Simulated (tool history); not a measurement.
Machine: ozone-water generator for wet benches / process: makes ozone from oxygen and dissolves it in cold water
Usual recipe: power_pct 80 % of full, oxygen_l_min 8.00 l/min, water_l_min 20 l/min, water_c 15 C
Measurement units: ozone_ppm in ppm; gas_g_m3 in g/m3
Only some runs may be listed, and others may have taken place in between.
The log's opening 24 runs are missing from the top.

{"run": 25, "hour": 733.0, "power_pct": 42, "oxygen_l_min": 4.14, "water_l_min": 18, "water_c": 10, "ozone_ppm": 26.8, "gas_g_m3": 260.8}
{"run": 26, "hour": 761.7, "power_pct": 42, "oxygen_l_min": 4.14, "water_l_min": 18, "water_c": 10, "ozone_ppm": 27.0, "gas_g_m3": 260.2}
{"run": 27, "hour": 806.6, "power_pct": 42, "oxygen_l_min": 4.14, "water_l_min": 18, "water_c": 10, "ozone_ppm": 26.6, "gas_g_m3": 259.8}
{"run": 28, "hour": 829.0, "power_pct": 74, "oxygen_l_min": 5.62, "water_l_min": 14, "water_c": 13, "ozone_ppm": 48.0, "gas_g_m3": 327.3}
{"run": 29, "hour": 851.3, "power_pct": 81, "oxygen_l_min": 5.02, "water_l_min": 14, "water_c": 21, "ozone_ppm": 46.7, "gas_g_m3": 382.0}
{"run": 30, "hour": 879.1, "power_pct": 81, "oxygen_l_min": 5.02, "water_l_min": 14, "water_c": 21, "ozone_ppm": 46.7, "gas_g_m3": 382.5}
{"run": 31, "hour": 899.8, "power_pct": 81, "oxygen_l_min": 5.86, "water_l_min": 25, "water_c": 10, "ozone_ppm": 31.2, "gas_g_m3": 344.7}
{"run": 32, "hour": 920.4, "power_pct": 90, "oxygen_l_min": 7.3, "water_l_min": 20, "water_c": 15, "ozone_ppm": 38.6, "gas_g_m3": 322.2}
{"run": 33, "hour": 940.2, "power_pct": 90, "oxygen_l_min": 7.3, "water_l_min": 20, "water_c": 15, "ozone_ppm": 38.7, "gas_g_m3": 323.4}
{"run": 34, "hour": 972.3, "power_pct": 90, "oxygen_l_min": 7.3, "water_l_min": 20, "water_c": 15, "ozone_ppm": 38.9, "gas_g_m3": 324.5}

What if the next run were any one of these 3? Each begins from the tool's condition after run 34:
{"run": "A", "hour": 1003.6, "power_pct": 90, "oxygen_l_min": 7.52, "water_l_min": 20, "water_c": 15, "ozone_ppm": "?", "gas_g_m3": "?"}
{"run": "B", "hour": 1003.6, "power_pct": 90, "oxygen_l_min": 4.27, "water_l_min": 22, "water_c": 10, "ozone_ppm": "?", "gas_g_m3": "?"}
{"run": "C", "hour": 1003.6, "power_pct": 50, "oxygen_l_min": 4.97, "water_l_min": 20, "water_c": 15, "ozone_ppm": "?", "gas_g_m3": "?"}

run=A ozone_ppm=38.6 gas_g_m3=318.9
run=B ozone_ppm=39.3 gas_g_m3=469.9
run=C ozone_ppm=26.1 gas_g_m3=266.2
What these runs would have given with no unlogged condition in the tool:
run=A ozone_ppm=38.6 gas_g_m3=311.2
run=B ozone_ppm=39.4 gas_g_m3=458.6
run=C ozone_ppm=26.1 gas_g_m3=259.7
